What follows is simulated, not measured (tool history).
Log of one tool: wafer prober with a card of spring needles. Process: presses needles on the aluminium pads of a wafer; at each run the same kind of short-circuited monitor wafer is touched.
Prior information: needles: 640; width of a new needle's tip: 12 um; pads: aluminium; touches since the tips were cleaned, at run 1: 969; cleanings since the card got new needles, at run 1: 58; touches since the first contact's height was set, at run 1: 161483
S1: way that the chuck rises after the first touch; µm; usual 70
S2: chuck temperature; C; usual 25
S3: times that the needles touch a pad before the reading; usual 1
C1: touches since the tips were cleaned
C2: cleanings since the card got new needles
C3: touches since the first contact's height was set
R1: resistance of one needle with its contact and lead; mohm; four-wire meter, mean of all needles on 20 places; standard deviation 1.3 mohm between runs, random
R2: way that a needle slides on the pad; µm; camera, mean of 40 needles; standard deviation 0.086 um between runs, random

run,hour,S1,S2,S3,C1,C2,C3,R1,R2
1,0,70,25,1,969,58,161483,112,19.18
# hour 3.5: tips cleaned on abrasive film
# hour 6.6: height of the first contact set anew
# hour 9.1: tips cleaned on abrasive film
2,9.8,70,25,1,337,60,1499,113,19.2
# hour 14.5: tips cleaned on abrasive film
3,19.1,70,25,1,2227,61,5926,113,19.21
# hour 20.3: tips cleaned on abrasive film
# hour 25.9: tips cleaned on abrasive film
4,27.7,68,25,1,895,63,10012,110,18.57
# hour 31.1: tips cleaned on abrasive film
5,34.7,68,25,1,1752,64,13342,111,18.56
# hour 37.2: tips cleaned on abrasive film
# hour 42.7: tips cleaned on abrasive film
6,44.7,68,25,1,935,66,18041,111,18.43
# hour 48.6: tips cleaned on abrasive film
7,50.6,70,25,3,958,67,20843,113,19.28
# hour 54: tips cleaned on abrasive film
# hour 60: tips cleaned on abrasive film
8,61.3,70,25,3,622,69,25909,112,19.08
# hour 65.6: tips cleaned on abrasive film
# hour 71.3: tips cleaned on abrasive film
9,73.1,70,25,3,851,71,31533,111,18.93
# hour 77.2: tips cleaned on abrasive film
10,79.9,78,25,1,1295,72,34773,109,21.39
# hour 82.8: tips cleaned on abrasive film
11,87.6,78,25,1,2283,73,38412,115,21.27
# hour 88.6: tips cleaned on abrasive film
# hour 93.8: tips cleaned on abrasive film
12,94.8,78,25,1,485,75,41823,111,21.21
# hour 99.4: tips cleaned on abrasive film
13,103.9,70,25,1,2134,76,46144,112,18.99
# hour 104.6: tips cleaned on abrasive film
# hour 110.5: tips cleaned on abrasive film
14,115.3,70,25,1,2335,78,51583,112,19.07
# hour 116.6: tips cleaned on abrasive film
# hour 122.7: tips cleaned on abrasive film
15,125.9,70,124,2,1552,80,56585,124,19.05
# hour 128.6: tips cleaned on abrasive film
# hour 134.5: tips cleaned on abrasive film
16,137.1,70,124,2,1268,82,61922,125,19.03
# hour 140.2: tips cleaned on abrasive film
17,145,84,58,2,2308,83,65652,114,22.67
# hour 146.2: tips cleaned on abrasive film
# hour 151.7: tips cleaned on abrasive film
# hour 157: tips cleaned on abrasive film
18,157,84,58,2,0,86,71304,114,22.61
# hour 163: tips cleaned on abrasive film
19,165.9,76,76,1,1417,87,75582,117,20.46
# hour 168.7: tips cleaned on abrasive film
20,171.8,76,76,2,1515,88,78379,121,20.57
# hour 174.6: tips cleaned on abrasive film
# hour 179.9: tips cleaned on abrasive film
21,183.9,83,29,3,1936,90,84131,111,22.51
# hour 185.7: tips cleaned on abrasive film
# hour 191.3: tips cleaned on abrasive film
22,192.9,65,94,1,781,92,88371,122,17.46
# hour 197.3: tips cleaned on abrasive film
# hour 202.8: tips cleaned on abrasive film
23,205.1,70,41,1,1139,94,94178,114,18.69
# hour 208.8: tips cleaned on abrasive film
24,210.6,77,25,1,863,95,96744,115,20.67
# hour 214.7: tips cleaned on abrasive film
# hour 219.8: tips cleaned on abrasive film
25,219.8,83,35,1,0,97,101127,114,22.11
# hour 225.9: tips cleaned on abrasive film
# hour 231.3: tips cleaned on abrasive film
26,231.3,83,35,1,0,99,106583,113,22.26
# hour 236.7: tips cleaned on abrasive film
# hour 242: tips cleaned on abrasive film
27,242,83,35,1,0,101,111620,113,22.27
# hour 245.2: gauge calibrated
# hour 247.5: tips cleaned on abrasive film
28,248.8,55,38,2,609,102,114867,115,15.08

Branching from run 28: 4 alternative next runs. What would each branch give?
# hour 253.5: tips cleaned on abrasive film
A,258.1,78,30,1,2261,103,119336,?,?
# hour 253.5: tips cleaned on abrasive film
B,258.1,55,53,2,2261,103,119336,?,?
# hour 253.5: tips cleaned on abrasive film
C,258.1,62,107,2,2261,103,119336,?,?
# hour 253.5: tips cleaned on abrasive film
D,258.1,70,37,1,2261,103,119336,?,?

run,R1,R2
A,111,21.5
B,117,15.14
C,124,17.01
D,113,19.24
With no hidden state in the tool, these same runs would have given:
run,R1,R2
A,111,21.54
B,117,15.17
C,124,17.04
D,113,19.28
